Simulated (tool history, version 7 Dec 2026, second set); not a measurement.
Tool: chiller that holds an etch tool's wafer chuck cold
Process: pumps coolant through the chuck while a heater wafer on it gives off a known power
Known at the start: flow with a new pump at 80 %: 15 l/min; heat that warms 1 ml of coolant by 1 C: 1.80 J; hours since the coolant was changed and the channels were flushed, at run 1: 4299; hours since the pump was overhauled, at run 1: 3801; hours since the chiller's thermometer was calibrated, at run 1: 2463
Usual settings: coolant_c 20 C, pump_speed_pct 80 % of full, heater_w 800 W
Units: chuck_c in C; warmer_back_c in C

run    hour  coolant_c  pump_speed_pct  heater_w  hours since the coolant was changed and the channels were flushed  hours since the pump was overhauled  hours since the chiller's thermometer was calibrated  chuck_c  warmer_back_c
  1     0.0         20              80       800                                                               4299                                 3801                                                  2463     24.9           1.77
  2   148.1         20              80       800                                                               4447                                 3949                                                  2611     24.8           1.79
  3   318.6         10              80       800                                                               4618                                 4120                                                  2781     14.8           1.78
  4   446.7         20              73       800                                                               4746                                 4248                                                  2910     25.1           2.03
  5   551.0         20              80       800                                                               4850                                 4352                                                  3014     24.7           1.90
  6   638.1         20              80       464                                                               4937                                 4439                                                  3101     22.8           1.13
  7   813.1         20              80       464                                                               5112                                 4614                                                  3276     22.7           1.14
  8   918.0         18              80       464                                                               5217                                 4719                                                  3381     20.8           1.20
  9   999.4         20              80       800                                                               5298                                 4801                                                  3462     24.8           1.96
     1117.5  -- chiller's thermometer calibrated
 10  1121.1         20              80       800                                                               5419                                 4921                                                     4     24.9           1.99
     1179.6  -- coolant changed, channels flushed
 11  1301.0         20              80       800                                                                121                                 5095                                                   178     24.8           1.98
 12  1432.6         20              80       677                                                                253                                 5227                                                   309     24.0           1.73
 13  1607.6         20              80       677                                                                428                                 5402                                                   484     24.1           1.80
 14  1764.4         20              80       677                                                                585                                 5559                                                   641     24.0           1.85
     1777.7  -- gauge calibrated
 15  1909.1         11              89       800                                                                729                                 5703                                                   786     15.4           1.67
 16  2071.5         22              84       898                                                                892                                 5866                                                   948     27.3           1.94
     2144.0  -- coolant pump overhauled
 17  2208.6         22              84       898                                                               1024                                   65                                                  1080     27.2           1.99
 18  2293.9         20              67      1045                                                               1109                                  150                                                  1165     27.2           2.84
 19  2434.2         20              80       820                                                               1250                                  290                                                  1306     24.8           1.92
 20  2590.4         20              77       954                                                               1406                                  446                                                  1462     25.9           2.29
 21  2684.8         20              77       954                                                               1500                                  541                                                  1556     26.0           2.38
 22  2775.5         20              77       954                                                               1591                                  631                                                  1647     26.0           2.38
 23  2941.4         25              95      1067                                                               1757                                  797                                                  1813     30.6           2.21
 24  3057.2         11              96       717                                                               1873                                  913                                                  1929     14.8           1.56
 25  3236.7         11              88       461                                                               2052                                 1093                                                  2108     13.7           1.20
 26  3339.1         11              66       663                                                               2154                                 1195                                                  2211     15.6           2.03
 27  3465.2         11              96       480                                                               2281                                 1321                                                  2337     13.6           1.17

5 ways to go on from here, each from the tool as it stands after run 27. What would each give?
  A  3613.3         20              72       800                                                               2429                                 1469                                                  2485        ?              ?
  B  3613.3         11              96       771                                                               2429                                 1469                                                  2485        ?              ?
  C  3613.3         10              62      1161                                                               2429                                 1469                                                  2485        ?              ?
  D  3613.3         11              63       565                                                               2429                                 1469                                                  2485        ?              ?
  E  3613.3         28              80       800                                                               2429                                 1469                                                  2485        ?              ?

run  chuck_c  warmer_back_c
  A     25.3           2.28
  B     15.0           1.72
  C     18.7           3.58
  D     15.1           1.88
  E     32.6           2.03
Without the tool's hidden state the same runs would have given:
run  chuck_c  warmer_back_c
  A     25.3           1.97
  B     15.0           1.42
  C     18.7           3.28
  D     15.1           1.58
  E     32.6           1.73

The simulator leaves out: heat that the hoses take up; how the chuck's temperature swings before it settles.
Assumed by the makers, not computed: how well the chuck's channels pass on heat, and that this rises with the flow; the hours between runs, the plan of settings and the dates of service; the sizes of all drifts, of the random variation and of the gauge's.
